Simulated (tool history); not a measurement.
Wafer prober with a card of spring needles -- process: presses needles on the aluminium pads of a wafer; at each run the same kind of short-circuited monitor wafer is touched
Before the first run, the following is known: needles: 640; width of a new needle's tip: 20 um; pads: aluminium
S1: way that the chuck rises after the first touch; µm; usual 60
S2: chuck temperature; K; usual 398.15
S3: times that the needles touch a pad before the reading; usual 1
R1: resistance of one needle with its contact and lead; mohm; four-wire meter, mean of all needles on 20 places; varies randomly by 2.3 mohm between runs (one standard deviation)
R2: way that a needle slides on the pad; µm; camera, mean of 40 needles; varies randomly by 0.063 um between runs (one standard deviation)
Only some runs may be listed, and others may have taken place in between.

run 1 hour=0 | S1=60 S2=398.15 S3=1 | R1=358 R2=14.73
-- hour=5.4 tips cleaned on abrasive film
run 2 hour=19.6 | S1=60 S2=398.15 S3=1 | R1=374 R2=14.69
-- hour=21.8 tips cleaned on abrasive film
run 3 hour=31 | S1=60 S2=398.15 S3=1 | R1=355 R2=14.62
-- hour=37.5 tips cleaned on abrasive film
run 4 hour=41.3 | S1=60 S2=398.15 S3=1 | R1=314 R2=14.7
-- hour=54.4 tips cleaned on abrasive film
run 5 hour=56 | S1=60 S2=398.15 S3=1 | R1=288 R2=14.61
-- hour=57.6 height of the first contact set anew
-- hour=70.2 tips cleaned on abrasive film
run 6 hour=78.1 | S1=60 S2=398.15 S3=1 | R1=347 R2=15
-- hour=87.2 tips cleaned on abrasive film
run 7 hour=99 | S1=79 S2=323.15 S3=2 | R1=277 R2=19.72
-- hour=103.7 tips cleaned on abrasive film
run 8 hour=118.3 | S1=79 S2=323.15 S3=2 | R1=282 R2=19.71
-- hour=119.6 tips cleaned on abrasive film
run 9 hour=130.7 | S1=79 S2=323.15 S3=2 | R1=277 R2=19.58
-- hour=136.7 tips cleaned on abrasive film
run 10 hour=145.3 | S1=52 S2=328.15 S3=2 | R1=322 R2=12.92
-- hour=152.7 tips cleaned on abrasive film
run 11 hour=163.7 | S1=76 S2=398.15 S3=2 | R1=296 R2=18.89

Measured less the same run without the tool's hidden state. The same run-to-run variation is in both; the gauge's scatter may not be:
What the log doesn't record here: debris on the tips, nm; way that the needles fall short of the set height, um; tips' diameter, um; drift of the gauge itself on contact_mohm, %; drift of the gauge itself on scrub_um, %.
run=1 R1=+102 R2=-0.33
run=2 R1=+115 R2=-0.35
run=3 R1=+94 R2=-0.37
run=4 R1=+56 R2=-0.38
run=5 R1=+28 R2=-0.4
run=6 R1=+85 R2=-0.01
run=7 R1=+42 R2=-0.03
run=8 R1=+47 R2=-0.05
run=9 R1=+39 R2=-0.06
run=10 R1=+80 R2=-0.08
run=11 R1=+41 R2=-0.09
